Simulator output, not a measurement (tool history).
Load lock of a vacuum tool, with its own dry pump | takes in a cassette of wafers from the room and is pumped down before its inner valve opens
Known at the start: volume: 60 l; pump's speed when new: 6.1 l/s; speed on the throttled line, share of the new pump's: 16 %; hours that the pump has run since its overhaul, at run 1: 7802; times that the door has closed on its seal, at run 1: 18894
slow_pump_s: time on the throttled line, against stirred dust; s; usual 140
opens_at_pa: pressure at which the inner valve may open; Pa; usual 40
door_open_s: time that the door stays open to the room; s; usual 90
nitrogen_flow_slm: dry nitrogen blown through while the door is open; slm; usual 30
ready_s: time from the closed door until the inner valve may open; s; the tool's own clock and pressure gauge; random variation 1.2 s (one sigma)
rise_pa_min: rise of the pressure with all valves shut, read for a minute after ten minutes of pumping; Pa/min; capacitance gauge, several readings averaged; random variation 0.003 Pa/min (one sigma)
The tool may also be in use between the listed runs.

| run | hour | slow_pump_s | opens_at_pa | door_open_s | nitrogen_flow_slm | hours that the pump has run since its overhaul | times that the door has closed on its seal | incoming humidity of the room's air, % | ready_s | rise_pa_min |
|---|---|---|---|---|---|---|---|---|---|---|
| 1 | 0.0 | 140 | 40 | 90 | 30 | 7802 | 18894 | 46.5 | 197.8 | 0.276 |
| 2 | 149.4 | 140 | 32 | 90 | 30 | 7951 | 19463 | 45.2 | 201.7 | 0.290 |
| 3 | 284.0 | 140 | 32 | 90 | 30 | 8086 | 19977 | 48.2 | 205.8 | 0.297 |
| 4 | 460.6 | 140 | 32 | 90 | 30 | 8262 | 20649 | 45.5 | 202.5 | 0.322 |
| 5 | 583.9 | 140 | 42 | 90 | 30 | 8386 | 21119 | 43.8 | 199.0 | 0.329 |
| 6 | 737.3 | 140 | 42 | 90 | 30 | 8539 | 21704 | 45.4 | 197.5 | 0.340 |
| 7 | 897.6 | 140 | 42 | 90 | 30 | 8699 | 22315 | 44.4 | 200.4 | 0.350 |
| 8 | 1044.7 | 140 | 42 | 90 | 30 | 8846 | 22876 | 45.1 | 198.4 | 0.357 |
| 9 | 1245.8 | 140 | 40 | 90 | 14 | 9048 | 23642 | 49.8 | 198.3 | 0.386 |
| 10 | 1397.8 | 140 | 40 | 90 | 14 | 9200 | 24221 | 44.4 | 198.1 | 0.408 |
| 11 | 1586.2 | 140 | 40 | 90 | 30 | 9388 | 24939 | 44.9 | 199.6 | 0.411 |
| 12 | 1682.7 | 108 | 40 | 90 | 30 | 9485 | 25307 | 45.4 | 175.4 | 0.429 |
| 13 | 1772.8 | 203 | 64 | 53 | 6 | 9575 | 25651 | 48.1 | 245.5 | 0.432 |
| 14 | 1858.9 | 203 | 64 | 53 | 6 | 9661 | 25979 | 45.0 | 243.2 | 0.449 |
| 15 | 2055.7 | 74 | 40 | 90 | 44 | 9858 | 26729 | 47.2 | 145.8 | 0.451 |
|  | 2136.7 | door's seal changed, seat wiped |
| 16 | 2214.4 | 74 | 40 | 90 | 44 | 10015 | 296 | 47.0 | 147.2 | 0.024 |
| 17 | 2320.6 | 79 | 74 | 30 | 30 | 10121 | 701 | 44.0 | 143.2 | 0.021 |
| 18 | 2505.8 | 73 | 40 | 44 | 30 | 10306 | 1407 | 46.6 | 145.6 | 0.029 |
| 19 | 2679.3 | 73 | 40 | 44 | 30 | 10480 | 2068 | 44.4 | 145.9 | 0.029 |
| 20 | 2819.8 | 140 | 53 | 90 | 30 | 10620 | 2604 | 45.4 | 198.9 | 0.046 |
| 21 | 2989.6 | 140 | 53 | 90 | 30 | 10790 | 3251 | 46.3 | 198.6 | 0.047 |
| 22 | 3127.6 | 140 | 53 | 90 | 30 | 10928 | 3777 | 42.5 | 198.3 | 0.050 |
| 23 | 3246.2 | 140 | 40 | 78 | 6 | 11047 | 4229 | 43.4 | 201.5 | 0.071 |

5 ways to go on from here, each from the tool as it stands after run 23. What would each give?
| A | 3451.1 | 140 | 55 | 90 | 36 | 11251 | 5010 | 45.7 | ? | ? |
| B | 3451.1 | 140 | 46 | 42 | 30 | 11251 | 5010 | 44.2 | ? | ? |
| C | 3451.1 | 140 | 30 | 114 | 30 | 11251 | 5010 | 46.7 | ? | ? |
| D | 3451.1 | 140 | 40 | 152 | 6 | 11251 | 5010 | 43.1 | ? | ? |
| E | 3451.1 | 140 | 40 | 90 | 11 | 11251 | 5010 | 45.3 | ? | ? |

| run | ready_s | rise_pa_min |
|---|---|---|
| A | 196.1 | 0.062 |
| B | 199.6 | 0.054 |
| C | 204.8 | 0.065 |
| D | 201.3 | 0.087 |
| E | 201.5 | 0.080 |
Without the tool's hidden state the same runs would have given:
| run | ready_s | rise_pa_min |
|---|---|---|
| A | 189.4 | 0.028 |
| B | 192.6 | 0.020 |
| C | 197.1 | 0.032 |
| D | 194.1 | 0.053 |
| E | 194.3 | 0.045 |
